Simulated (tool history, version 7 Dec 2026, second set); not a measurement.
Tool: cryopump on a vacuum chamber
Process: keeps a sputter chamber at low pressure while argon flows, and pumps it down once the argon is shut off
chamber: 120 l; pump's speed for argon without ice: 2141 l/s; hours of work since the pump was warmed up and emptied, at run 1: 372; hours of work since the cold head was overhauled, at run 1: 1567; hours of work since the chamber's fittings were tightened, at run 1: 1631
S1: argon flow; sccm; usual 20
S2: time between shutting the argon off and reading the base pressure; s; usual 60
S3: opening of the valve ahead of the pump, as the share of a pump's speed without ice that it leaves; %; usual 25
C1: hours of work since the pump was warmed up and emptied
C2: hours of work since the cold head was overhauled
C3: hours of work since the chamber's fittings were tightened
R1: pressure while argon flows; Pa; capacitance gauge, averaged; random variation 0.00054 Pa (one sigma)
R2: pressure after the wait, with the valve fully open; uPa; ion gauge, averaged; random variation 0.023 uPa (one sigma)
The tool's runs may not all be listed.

run,day,S1,S2,S3,C1,C2,C3,R1,R2
1,0,20,60,25,372,1567,1631,0.0655,2.36
2,3.842,20,60,25,415,1609,1674,0.0657,2.42
3,6.579,20,60,25,445,1639,1704,0.0648,2.57
4,9.129,20,60,25,473,1667,1732,0.0654,2.45
5,12.296,20,60,25,508,1702,1767,0.0654,2.54
6,15.671,20,60,25,545,1740,1804,0.0657,2.65
# day 18.329: leaking fittings of the chamber tightened, without venting
7,20.129,20,60,25,594,1788,20,0.0665,0.88
8,22.504,20,60,25,620,1814,46,0.0659,0.88
9,25.942,20,60,25,658,1852,84,0.067,0.92
10,28.958,20,60,25,691,1886,117,0.0673,0.96
11,33.808,20,60,16,745,1939,171,0.1019,0.98
12,35.925,11,63,16,768,1963,194,0.0568,0.98
13,39.267,17,40,42,805,1999,231,0.0351,1.4
14,41.404,25,42,16,829,2023,255,0.1283,1.37
15,46.067,18,73,25,880,2075,306,0.0618,1.06
16,48.454,20,277,25,907,2101,333,0.0685,0.74
17,51.662,12,277,25,942,2136,368,0.0402,0.73
18,55.525,12,277,25,985,2179,411,0.0418,0.8
19,58.279,12,277,25,1015,2209,441,0.0413,0.84
20,60.871,20,106,38,1044,2238,470,0.0472,1.15
21,64.038,37,69,34,1079,2273,505,0.0959,1.4

Forecast each of these 3 alternatives for the next run:
A,67.162,18,52,25,1113,2308,539,?,?
B,67.162,11,141,38,1113,2308,539,?,?
C,67.162,37,69,28,1113,2308,539,?,?

run,R1,R2
A,0.0624,1.6
B,0.0268,1.09
C,0.1166,1.4
Without the tool's hidden state the same runs would have given:
run,R1,R2
A,0.0565,0.89
B,0.0232,0.39
C,0.1043,0.69

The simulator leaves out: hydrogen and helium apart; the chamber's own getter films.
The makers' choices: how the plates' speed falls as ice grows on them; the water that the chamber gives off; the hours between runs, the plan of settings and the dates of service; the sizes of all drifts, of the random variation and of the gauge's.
